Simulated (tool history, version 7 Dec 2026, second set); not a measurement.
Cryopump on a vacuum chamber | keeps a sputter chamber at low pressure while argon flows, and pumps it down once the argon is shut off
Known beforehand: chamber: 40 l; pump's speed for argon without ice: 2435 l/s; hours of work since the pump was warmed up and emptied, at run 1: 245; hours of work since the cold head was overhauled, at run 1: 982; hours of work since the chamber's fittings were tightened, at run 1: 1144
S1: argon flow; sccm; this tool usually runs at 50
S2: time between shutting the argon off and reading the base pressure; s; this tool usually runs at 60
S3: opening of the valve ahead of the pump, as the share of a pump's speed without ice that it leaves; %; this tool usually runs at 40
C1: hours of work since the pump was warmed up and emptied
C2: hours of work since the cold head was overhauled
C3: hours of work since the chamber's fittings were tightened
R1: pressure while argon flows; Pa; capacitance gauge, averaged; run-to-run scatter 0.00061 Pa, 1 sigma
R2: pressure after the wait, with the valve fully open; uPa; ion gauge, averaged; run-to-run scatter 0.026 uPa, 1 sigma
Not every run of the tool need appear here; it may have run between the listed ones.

run	day	S1	S2	S3	C1	C2	C3	R1	R2
1	0.000	50	60	40	245	982	1144	0.0928	1.67
2	1.162	50	60	40	261	998	1160	0.0923	1.73
3	2.888	50	60	40	285	1022	1184	0.0934	1.62
4	3.958	50	60	40	300	1037	1198	0.0933	1.72
5	4.775	50	24	40	311	1048	1210	0.0940	3.18
6	5.946	50	60	40	327	1064	1226	0.0942	1.74
7	6.938	50	60	40	341	1078	1239	0.0939	1.70
8	7.812	50	60	40	353	1090	1252	0.0945	1.75
9	8.938	50	60	40	369	1105	1267	0.0950	1.77
10	10.629	50	60	40	392	1129	1290	0.0962	1.80
11	11.879	50	60	40	409	1146	1308	0.0957	1.82
12	13.308	50	60	40	429	1166	1327	0.0970	1.87
13	14.567	50	60	40	446	1183	1345	0.0978	1.84
14	15.617	50	60	53	461	1198	1359	0.0762	1.90
15	16.638	58	60	40	475	1212	1373	0.1134	1.88
16	17.800	58	60	40	491	1228	1389	0.1131	1.90
17	19.196	32	60	40	510	1247	1409	0.0632	1.94
18	20.221	26	60	40	524	1261	1423	0.0527	1.97
19	21.712	26	60	40	545	1282	1443	0.0520	1.93
20	23.092	26	60	40	564	1301	1462	0.0524	1.91
21	24.612	46	53	17	585	1322	1484	0.2007	2.12
22	26.204	46	39	29	607	1344	1505	0.1236	2.53
23	27.092	50	283	42	619	1356	1518	0.0984	1.26
24	28.638	50	122	57	641	1378	1539	0.0758	1.59
25	29.671	50	122	57	655	1392	1553	0.0780	1.56
26	30.729	50	122	21	670	1406	1568	0.1818	1.62
27	32.004	50	122	21	687	1424	1586	0.1815	1.58

Run 28 has not been measured yet. What should we expect?
28	33.550	66	106	38	708	1445	1607	?	?

R1: 0.1434 Pa
R2: 1.71 uPa
Were there no unlogged condition in the tool, this run, its random variation unchanged, would have produced R1 0.1197 Pa, R2 0.68 uPa.
